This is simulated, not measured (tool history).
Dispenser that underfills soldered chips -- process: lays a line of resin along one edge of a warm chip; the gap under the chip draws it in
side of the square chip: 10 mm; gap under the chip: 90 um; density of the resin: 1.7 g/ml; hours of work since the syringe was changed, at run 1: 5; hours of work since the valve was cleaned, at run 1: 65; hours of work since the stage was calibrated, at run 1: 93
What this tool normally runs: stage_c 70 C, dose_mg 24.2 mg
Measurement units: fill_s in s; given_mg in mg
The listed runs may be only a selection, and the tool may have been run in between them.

| run | day | stage_c | dose_mg | hours of work since the syringe was changed | hours of work since the valve was cleaned | hours of work since the stage was calibrated | fill_s | given_mg |
|---|---|---|---|---|---|---|---|---|
| 1 | 0 | 70 | 24.2 | 5 | 65 | 93 | 114.4 | 22.76 |
|  | 0.046 | new syringe of resin |
| 2 | 0.133 | 70 | 24.2 | 2 | 68 | 95 | 87 | 22.66 |
| 3 | 0.275 | 70 | 24.2 | 4 | 70 | 97 | 106.7 | 22.75 |
|  | 0.367 | new syringe of resin |
| 4 | 0.408 | 70 | 28.1 | 1 | 72 | 99 | 81.2 | 26.16 |
| 5 | 0.55 | 70 | 28.1 | 3 | 74 | 102 | 96.8 | 26.07 |
| 6 | 0.625 | 82 | 28.1 | 4 | 76 | 103 | 72.1 | 26.09 |
|  | 0.679 | new syringe of resin |
| 7 | 0.788 | 82 | 24.2 | 2 | 78 | 105 | 56.8 | 22.39 |
| 8 | 0.929 | 82 | 24.2 | 4 | 81 | 108 | 71.7 | 22.16 |
|  | 0.996 | new syringe of resin |
| 9 | 1.071 | 76 | 24.1 | 1 | 83 | 110 | 71.2 | 22.19 |
| 10 | 1.238 | 72 | 29.8 | 4 | 86 | 113 | 100.3 | 27.56 |
|  | 1.312 | new syringe of resin |
| 11 | 1.371 | 59 | 28.3 | 1 | 88 | 115 | 127.2 | 25.92 |
| 12 | 1.454 | 59 | 28.3 | 2 | 89 | 117 | 141.9 | 25.94 |
| 13 | 1.571 | 59 | 28.3 | 4 | 91 | 119 | 170.8 | 25.92 |
|  | 1.621 | new syringe of resin |
| 14 | 1.771 | 73 | 24.2 | 3 | 95 | 122 | 85.1 | 21.86 |

Difference, measured minus no-hidden-state, one row per run. Run-to-run variation is common to both terms; the gauge's own scatter need not be:
What the log doesn't record here: resin's viscosity, % of fresh resin's; dose that the valve gives, % of what is set; true chip temperature over the reading, C; drift of the gauge itself on fill_s, %; drift of the gauge itself on given_mg, %.
| run | fill_s | given_mg |
|---|---|---|
| 1 | +38.2 | -1.51 |
| 2 | +11.7 | -1.54 |
| 3 | +30.9 | -1.61 |
| 4 | +5.5 | -1.91 |
| 5 | +22.8 | -1.96 |
| 6 | +22.5 | -2 |
| 7 | +8.1 | -1.79 |
| 8 | +21.6 | -1.83 |
| 9 | +9.5 | -1.88 |
| 10 | +31.1 | -2.41 |
| 11 | +12.9 | -2.33 |
| 12 | +29.1 | -2.36 |
| 13 | +55.7 | -2.44 |
| 14 | +17.7 | -2.13 |
